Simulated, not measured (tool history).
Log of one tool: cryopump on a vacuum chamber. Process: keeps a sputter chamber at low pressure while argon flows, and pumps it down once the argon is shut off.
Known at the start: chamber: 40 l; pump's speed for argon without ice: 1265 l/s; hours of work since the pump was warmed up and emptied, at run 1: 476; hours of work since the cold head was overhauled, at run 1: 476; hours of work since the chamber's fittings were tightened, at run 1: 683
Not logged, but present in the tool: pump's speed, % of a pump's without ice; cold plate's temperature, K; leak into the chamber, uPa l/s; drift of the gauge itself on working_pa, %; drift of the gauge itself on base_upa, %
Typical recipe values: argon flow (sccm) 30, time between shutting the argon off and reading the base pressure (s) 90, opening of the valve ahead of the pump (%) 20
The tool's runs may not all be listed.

| run | day | argon flow (sccm) | time between shutting the argon off and reading the base pressure (s) | opening of the valve ahead of the pump (%) | hours of work since the pump was warmed up and emptied | hours of work since the cold head was overhauled | hours of work since the chamber's fittings were tightened | pressure while argon flows (Pa) | pressure after the wait (uPa) |
|---|---|---|---|---|---|---|---|---|---|
| 1 | 0 | 30 | 90 | 20 | 476 | 476 | 683 | 0.209 | 2.67 |
| 2 | 0.596 | 30 | 90 | 20 | 485 | 485 | 692 | 0.2086 | 2.63 |
| 3 | 1.192 | 30 | 90 | 20 | 495 | 495 | 701 | 0.2089 | 2.73 |
| 4 | 1.608 | 30 | 90 | 18 | 501 | 501 | 708 | 0.2323 | 2.78 |
| 5 | 2.333 | 30 | 90 | 18 | 512 | 512 | 719 | 0.2299 | 2.74 |
| 6 | 2.817 | 30 | 294 | 18 | 520 | 520 | 727 | 0.2322 | 2.09 |
| 7 | 3.3 | 30 | 90 | 19 | 528 | 528 | 734 | 0.221 | 2.7 |
| 8 | 3.746 | 30 | 90 | 19 | 535 | 535 | 741 | 0.2205 | 2.79 |
| 9 | 4.429 | 30 | 90 | 19 | 545 | 545 | 752 | 0.221 | 2.78 |
| 10 | 4.879 | 30 | 90 | 46 | 553 | 553 | 759 | 0.0976 | 2.86 |
| 11 | 5.533 | 30 | 90 | 46 | 563 | 563 | 770 | 0.0972 | 2.95 |
| 12 | 5.962 | 30 | 90 | 54 | 570 | 570 | 776 | 0.0855 | 2.98 |
| 13 | 6.675 | 30 | 90 | 24 | 581 | 581 | 787 | 0.1779 | 3.02 |

Expected results for the next run?
| 14 | 7.496 | 42 | 158 | 25 | 594 | 594 | 800 | ? | ? |

Run 14 yielded pressure while argon flows (Pa) 0.2391, pressure after the wait (uPa) 2.6.
Had the tool carried no hidden state, the very same run would have given pressure while argon flows (Pa) 0.2234, pressure after the wait (uPa) 0.74.
